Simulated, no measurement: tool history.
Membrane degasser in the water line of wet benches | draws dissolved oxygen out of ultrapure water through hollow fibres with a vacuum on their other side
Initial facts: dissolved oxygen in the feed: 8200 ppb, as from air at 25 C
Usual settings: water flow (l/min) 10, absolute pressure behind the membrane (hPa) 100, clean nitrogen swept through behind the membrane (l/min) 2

run	day	water flow (l/min)	absolute pressure behind the membrane (hPa)	clean nitrogen swept through behind the membrane (l/min)	dissolved oxygen in the water behind the degasser (ppb)	pressure that the water loses in the fibres (hPa)
1	0	10	100	2	90	665.1
2	5.396	10	100	2	89.5	664.4
3	11.871	9	100	2	79.4	598.9
4	22.338	9	223	2	213.8	602.4
5	33.992	9	223	2	213.1	602.4
6	43.362	10	100	2	90.8	669.4
7	50.004	10	100	2	89.9	671.9
8	59.762	10	100	2	91.5	671.3
# day 65.954: vacuum gauge calibrated
9	71.029	10	100	2	87.4	676.2
10	78.158	10	100	2	89.4	681.8
11	85.171	12	62	0.83	117.6	806.3
12	92.967	10	165	0.83	368.9	676.4
13	102.704	9	161	4.12	74.5	612.4
14	108.262	9	161	4.12	74	610.6
15	115.646	9	161	4.12	75.5	608.6
16	125.483	9	161	4.12	73.9	607.5

The next listed run, before its measurement:
17	136.371	9	68	0.89	?	?

dissolved oxygen in the water behind the degasser (ppb): 90.3
pressure that the water loses in the fibres (hPa): 616
With the hidden condition absent and the run-to-run variation left alone, this run would have shown dissolved oxygen in the water behind the degasser (ppb) 87.1, pressure that the water loses in the fibres (hPa) 578.
